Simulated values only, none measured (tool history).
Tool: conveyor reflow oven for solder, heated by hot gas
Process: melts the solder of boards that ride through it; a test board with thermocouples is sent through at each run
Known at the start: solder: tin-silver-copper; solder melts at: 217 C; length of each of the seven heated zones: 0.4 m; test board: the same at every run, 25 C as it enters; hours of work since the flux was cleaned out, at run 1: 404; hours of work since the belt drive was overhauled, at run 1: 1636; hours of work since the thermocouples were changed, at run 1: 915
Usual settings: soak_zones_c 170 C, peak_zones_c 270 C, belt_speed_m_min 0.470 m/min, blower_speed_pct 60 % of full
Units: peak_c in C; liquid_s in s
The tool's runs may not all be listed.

| run | hour | soak_zones_c | peak_zones_c | belt_speed_m_min | blower_speed_pct | hours of work since the flux was cleaned out | hours of work since the belt drive was overhauled | hours of work since the thermocouples were changed | peak_c | liquid_s |
|---|---|---|---|---|---|---|---|---|---|---|
| 1 | 0.0 | 170 | 270 | 0.470 | 60 | 404 | 1636 | 915 | 240.3 | 57.2 |
| 2 | 44.0 | 170 | 270 | 0.470 | 60 | 425 | 1658 | 936 | 240.0 | 57.0 |
|  | 131.8 | flux residue cleaned out of gas plates and filters |
| 3 | 131.8 | 170 | 270 | 0.470 | 60 | 0 | 1698 | 976 | 244.5 | 66.2 |
| 4 | 227.3 | 170 | 270 | 0.456 | 60 | 46 | 1745 | 1023 | 245.0 | 67.9 |
| 5 | 283.4 | 170 | 270 | 0.456 | 60 | 74 | 1772 | 1050 | 244.8 | 67.2 |
|  | 330.7 | belt drive overhauled, speed set with a stopwatch |
| 6 | 338.6 | 170 | 270 | 0.456 | 60 | 99 | 4 | 1075 | 243.9 | 63.4 |
| 7 | 419.7 | 170 | 270 | 0.470 | 61 | 138 | 43 | 1115 | 242.7 | 59.8 |
| 8 | 479.0 | 170 | 270 | 0.478 | 60 | 167 | 72 | 1143 | 240.5 | 55.4 |
| 9 | 578.4 | 170 | 270 | 0.441 | 60 | 215 | 121 | 1192 | 242.9 | 65.1 |
| 10 | 676.3 | 158 | 270 | 0.423 | 60 | 263 | 168 | 1239 | 241.1 | 61.2 |
|  | 692.0 | thermocouples of zones 6 and 7 changed |
| 11 | 746.7 | 158 | 270 | 0.423 | 60 | 296 | 202 | 27 | 245.2 | 65.7 |
| 12 | 820.4 | 171 | 264 | 0.470 | 60 | 332 | 237 | 63 | 238.4 | 53.1 |
| 13 | 879.7 | 171 | 264 | 0.470 | 60 | 361 | 266 | 91 | 238.0 | 53.4 |
| 14 | 938.0 | 176 | 270 | 0.399 | 77 | 390 | 295 | 120 | 253.7 | 94.3 |
| 15 | 1012.4 | 169 | 281 | 0.399 | 61 | 426 | 331 | 156 | 258.1 | 90.4 |

Some steps in peak_c between neighbouring runs. How much of each would the tool show without its hidden state too (settings, what came in, random variation), and how much is left for the hidden state, with any gauge scatter that isn't in both results?
The hidden state here: heat that the gas passes to the board, % of a clean oven's; belt's true speed, % of the reading; true gas temperature in zones 6 and 7 over the reading, C; drift of the gauge itself on peak_c, C; drift of the gauge itself on liquid_s, %.
Run 2 -> 3: flux residue cleaned out of gas plates and filters. peak_c +4.5 C: hidden state +5.2, all else -0.7.
Run 13 -> 14: soak_zones_c 171 -> 176, peak_zones_c 264 -> 270, belt_speed_m_min 0.470 -> 0.399, blower_speed_pct 60 -> 77. peak_c +15.7 C: hidden state +0.2, all else +15.5.

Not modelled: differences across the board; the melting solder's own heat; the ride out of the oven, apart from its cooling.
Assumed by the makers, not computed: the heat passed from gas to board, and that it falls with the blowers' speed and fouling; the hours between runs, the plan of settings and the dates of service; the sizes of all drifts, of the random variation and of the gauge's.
